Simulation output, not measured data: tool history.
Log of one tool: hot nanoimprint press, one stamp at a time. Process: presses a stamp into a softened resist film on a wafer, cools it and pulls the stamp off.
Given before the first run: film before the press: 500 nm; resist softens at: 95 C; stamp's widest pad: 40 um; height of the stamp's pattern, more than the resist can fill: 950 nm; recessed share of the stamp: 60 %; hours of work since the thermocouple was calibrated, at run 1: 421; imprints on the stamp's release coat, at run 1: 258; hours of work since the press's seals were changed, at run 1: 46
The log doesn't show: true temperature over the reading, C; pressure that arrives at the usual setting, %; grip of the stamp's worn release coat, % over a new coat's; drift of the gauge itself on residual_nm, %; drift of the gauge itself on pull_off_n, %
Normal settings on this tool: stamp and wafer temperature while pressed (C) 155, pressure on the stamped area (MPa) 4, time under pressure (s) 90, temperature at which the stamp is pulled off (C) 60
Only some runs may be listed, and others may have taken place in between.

run   hour  stamp and wafer temperature while pressed (C)  pressure on the stamped area (MPa)  time under pressure (s)  temperature at which the stamp is pulled off (C)  hours of work since the thermocouple was calibrated  imprints on the stamp's release coat  hours of work since the press's seals were changed  resist left under the stamp's widest pad (nm)  greatest force while the stamp is pulled off (N)
  1      0                                            155                                   4                       90                                                60                                                  421                                   258                                                  46                                          259.4                                               238
  2   26.4                                            155                                   4                       90                                                60                                                  440                                   363                                                  64                                          257.3                                               232
  3   39.6                                            155                                   4                       90                                                60                                                  449                                   416                                                  74                                          260.9                                               230
  4   59.7                                            155                                   4                       90                                                60                                                  463                                   497                                                  88                                          262.3                                               233
        67  -- plate thermocouple calibrated
  5   82.7                                            155                                 4.4                       90                                                60                                                   11                                   577                                                 102                                          247.5                                               232
  6    103                                            155                                 4.4                       90                                                60                                                   25                                   658                                                 116                                          246.5                                               232
  7  120.9                                            155                                 4.4                       90                                                60                                                   38                                   729                                                 129                                          245.9                                               238
  8  149.4                                            147                                   4                       90                                                60                                                   58                                   843                                                 149                                          369.3                                               228
  9  167.2                                            167                                   4                       90                                                60                                                   71                                   914                                                 162                                          143.2                                               231
 10  179.8                                            167                                   4                       90                                                60                                                   80                                   965                                                 171                                          142.4                                               232
 11  205.5                                            159                                   4                       90                                                60                                                   98                                  1067                                                 189                                          214.9                                               229
 12  224.1                                            155                                   4                       90                                                60                                                  111                                  1142                                                 202                                          261.7                                               238
 13  241.5                                            155                                   4                       90                                                64                                                  123                                  1211                                                 214                                          258.7                                               219
 14  268.8                                            155                                4.13                       90                                                52                                                  143                                  1321                                                 234                                          256.3                                               270
 15    291                                            155                                4.13                       90                                                52                                                  158                                  1409                                                 249                                          257.6                                               256
 16    310                                            155                                3.34                       92                                                55                                                  172                                  1485                                                 263                                          281.5                                               248
 17  329.1                                            155                                5.02                       90                                                60                                                  185                                  1562                                                 276                                          233.2                                               236
 18  344.1                                            158                                3.29                      105                                                67                                                  196                                  1622                                                 287                                          236.2                                               202
 19  361.2                                            163                                4.42                      105                                                56                                                  208                                  1690                                                 299                                          158.3                                               258
 20  375.4                                            155                                2.72                       90                                                60                                                  218                                  1747                                                 309                                          312.3                                               237
 21  393.6                                            167                                3.89                       62                                                60                                                  231                                  1820                                                 322                                          168.1                                               236
 22  412.2                                            167                                3.89                       62                                                60                                                  244                                  1894                                                 335                                          167.6                                               237
 23  426.9                                            166                                3.89                      108                                                52                                                  254                                  1953                                                 345                                          143.6                                               274
 24    452                                            143                                4.64                      144                                                55                                                  272                                  2053                                                 363                                          371.5                                               255
 25  478.3                                            155                                3.25                       46                                                60                                                  291                                  2158                                                 382                                          342.2                                               242

Alternative continuations, all from the tool just after run 25; predict every row:
  A  495.2                                            155                                3.25                       61                                                60                                                  303                                  2226                                                 394                                              ?                                                 ?
  B  495.2                                            150                                4.24                      179                                                60                                                  303                                  2226                                                 394                                              ?                                                 ?
  C  495.2                                            155                                5.48                       90                                                60                                                  303                                  2226                                                 394                                              ?                                                 ?
  D  495.2                                            155                                3.25                       46                                                64                                                  303                                  2226                                                 394                                              ?                                                 ?

run  resist left under the stamp's widest pad (nm)  greatest force while the stamp is pulled off (N)
  A                                          320.4                                               241
  B                                          263.3                                               245
  C                                          220.7                                               231
  D                                          349.7                                               227
The same runs, with their run-to-run variation unchanged, on a tool lacking any hidden condition would have given:
run  resist left under the stamp's widest pad (nm)  greatest force while the stamp is pulled off (N)
  A                                          320.2                                               238
  B                                            263                                               241
  C                                          220.5                                               227
  D                                          349.5                                               223
